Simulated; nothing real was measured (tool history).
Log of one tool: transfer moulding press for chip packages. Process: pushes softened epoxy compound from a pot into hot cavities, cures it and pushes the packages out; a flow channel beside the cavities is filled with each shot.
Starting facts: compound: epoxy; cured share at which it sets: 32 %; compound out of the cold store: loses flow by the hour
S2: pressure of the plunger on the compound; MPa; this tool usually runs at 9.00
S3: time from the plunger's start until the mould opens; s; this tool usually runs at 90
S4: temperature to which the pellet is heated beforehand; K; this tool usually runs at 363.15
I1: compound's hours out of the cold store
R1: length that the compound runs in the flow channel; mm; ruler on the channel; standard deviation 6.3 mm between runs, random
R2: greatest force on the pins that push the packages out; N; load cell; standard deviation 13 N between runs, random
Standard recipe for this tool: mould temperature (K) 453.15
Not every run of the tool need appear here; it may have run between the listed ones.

Run 1, hour 0.0: usual settings; I1 40.0. Result: R1 843 mm, R2 998 N.
Run 2, hour 21.6: usual settings; I1 27.6. Result: R1 866 mm, R2 1116 N.
At hour 27.1: cavities cleaned with cleaning compound and waxed.
Run 3, hour 65.3: usual settings; I1 30.1. Result: R1 858 mm, R2 1243 N.
Run 4, hour 90.6: usual settings; I1 47.4. Result: R1 808 mm, R2 1140 N.
Run 5, hour 110.7: usual settings; I1 38.4. Result: R1 829 mm, R2 1200 N.
Run 6, hour 140.9: usual settings; I1 16.7. Result: R1 880 mm, R2 1190 N.
At hour 158.5: cavities cleaned with cleaning compound and waxed, once more.
Run 7, hour 160.6: usual settings; I1 19.3. Result: R1 882 mm, R2 678 N.
Run 8, hour 183.7: usual settings; I1 24.4. Result: R1 852 mm, R2 805 N.
At hour 197.9: mould's thermocouples calibrated.
Run 9, hour 204.9: usual settings; I1 29.3. Result: R1 842 mm, R2 886 N.
Run 10, hour 232.1: usual settings; I1 31.0. Result: R1 830 mm, R2 973 N.
Run 11, hour 273.2: usual settings; I1 45.7. Result: R1 785 mm, R2 1011 N.
At hour 294.8: cavities cleaned with cleaning compound and waxed.
Run 12, hour 305.8: usual settings but S4 367.15 K; I1 39.7. Result: R1 805 mm, R2 658 N.
Run 13, hour 341.6: usual settings but mould temperature (K) 454.15, S2 10.06 MPa, S3 88 s, S4 362.15 K; I1 41.0. Result: R1 838 mm, R2 882 N.
Run 14, hour 381.1: usual settings but mould temperature (K) 448.15, S2 10.65 MPa, S3 113 s, S4 360.15 K; I1 31.3. Result: R1 913 mm, R2 871 N.
Run 15, hour 424.4: usual settings but mould temperature (K) 448.15, S2 8.73 MPa, S3 112 s, S4 360.15 K; I1 22.4. Result: R1 839 mm, R2 939 N.
At hour 428.6: cavities cleaned with cleaning compound and waxed.
Run 16, hour 449.5: usual settings but mould temperature (K) 449.15, S2 8.63 MPa, S3 74 s, S4 360.15 K; I1 16.3. Result: R1 837 mm, R2 1689 N.
Run 17, hour 487.7: usual settings but mould temperature (K) 452.15, S2 6.98 MPa, S3 74 s, S4 373.15 K; I1 44.8. Result: R1 679 mm, R2 1512 N.
Run 18, hour 512.8: usual settings but S3 117 s, S4 371.15 K; I1 42.6. Result: R1 766 mm, R2 618 N.
Run 19, hour 530.6: usual settings but S3 117 s, S4 371.15 K; I1 9.3. Result: R1 843 mm, R2 666 N.
At hour 558.0: plunger's sealing rings changed.
At hour 567.7: cavities cleaned with cleaning compound and waxed.
Run 20, hour 568.6: usual settings but mould temperature (K) 457.15, S2 9.57 MPa, S4 360.15 K; I1 25.1. Result: R1 892 mm, R2 532 N.
Run 21, hour 602.4: usual settings but S3 126 s, S4 356.15 K; I1 44.5. Result: R1 824 mm, R2 525 N.

Run 22 comes next. What will it give?
Run 22, hour 646.4: usual settings but S3 126 s, S4 356.15 K; I1 9.3. Result: R1 ?, R2 ?.

{"run 22": {"R1": 921, "R2": 573}}
Were there no unlogged condition in the tool, this run, its random variation unchanged, would have produced R1 934 mm, R2 364 N.

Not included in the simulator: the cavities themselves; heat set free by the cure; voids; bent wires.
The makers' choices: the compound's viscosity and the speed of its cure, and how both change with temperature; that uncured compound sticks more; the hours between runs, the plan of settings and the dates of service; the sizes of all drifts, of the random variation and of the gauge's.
